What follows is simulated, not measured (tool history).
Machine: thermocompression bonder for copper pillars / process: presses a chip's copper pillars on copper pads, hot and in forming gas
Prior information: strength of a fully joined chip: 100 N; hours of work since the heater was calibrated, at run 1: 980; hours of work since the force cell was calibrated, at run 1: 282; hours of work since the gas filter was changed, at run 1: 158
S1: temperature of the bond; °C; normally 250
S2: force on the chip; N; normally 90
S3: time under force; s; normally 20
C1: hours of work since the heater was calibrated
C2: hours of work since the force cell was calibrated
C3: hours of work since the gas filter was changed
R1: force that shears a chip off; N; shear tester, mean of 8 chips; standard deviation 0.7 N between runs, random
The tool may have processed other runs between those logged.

run 1 hour=0.0 | S1=250 S2=90 S3=20 | C1=980 C2=282 C3=158 | R1=56.7
run 2 hour=25.8 | S1=250 S2=90 S3=20 | C1=998 C2=300 C3=176 | R1=54.4
run 3 hour=49.5 | S1=250 S2=90 S3=20 | C1=1014 C2=317 C3=192 | R1=55.7
run 4 hour=70.8 | S1=250 S2=90 S3=18 | C1=1029 C2=332 C3=207 | R1=53.5
run 5 hour=88.8 | S1=250 S2=90 S3=52 | C1=1042 C2=344 C3=220 | R1=71.5
run 6 hour=100.7 | S1=250 S2=90 S3=52 | C1=1050 C2=353 C3=228 | R1=72.3
run 7 hour=123.4 | S1=250 S2=90 S3=52 | C1=1066 C2=368 C3=244 | R1=72.8
run 8 hour=144.8 | S1=250 S2=90 S3=52 | C1=1081 C2=384 C3=259 | R1=71.9
run 9 hour=174.6 | S1=250 S2=118 S3=20 | C1=1102 C2=404 C3=280 | R1=65.2
run 10 hour=187.1 | S1=250 S2=90 S3=10 | C1=1111 C2=413 C3=289 | R1=44.3
-- hour=191.5 heater calibrated with a thermocouple chip
run 11 hour=211.8 | S1=226 S2=90 S3=34 | C1=14 C2=429 C3=305 | R1=53.0
run 12 hour=231.5 | S1=223 S2=92 S3=17 | C1=28 C2=443 C3=319 | R1=41.8
run 13 hour=260.0 | S1=223 S2=92 S3=17 | C1=48 C2=463 C3=339 | R1=41.3
run 14 hour=272.7 | S1=264 S2=131 S3=18 | C1=57 C2=472 C3=348 | R1=74.4
run 15 hour=291.2 | S1=249 S2=108 S3=42 | C1=70 C2=485 C3=361 | R1=75.1

Branching from run 15: 4 alternative next runs. What would each branch give?
-- hour=297.4 heater calibrated with a thermocouple chip, once more
run A hour=322.6 | S1=250 S2=90 S3=49 | C1=18 C2=505 C3=381 | R1=?
-- hour=297.4 heater calibrated with a thermocouple chip, once more
run B hour=322.6 | S1=249 S2=108 S3=32 | C1=18 C2=505 C3=381 | R1=?
-- hour=297.4 heater calibrated with a thermocouple chip, once more
run C hour=322.6 | S1=250 S2=98 S3=20 | C1=18 C2=505 C3=381 | R1=?
-- hour=297.4 heater calibrated with a thermocouple chip, once more
run D hour=322.6 | S1=250 S2=60 S3=20 | C1=18 C2=505 C3=381 | R1=?

run=A R1=64.2
run=B R1=60.6
run=C R1=51.9
run=D R1=38.5
Had the tool no hidden state, the same runs would have come out as:
run=A R1=67.7
run=B R1=63.9
run=C R1=54.5
run=D R1=40.3
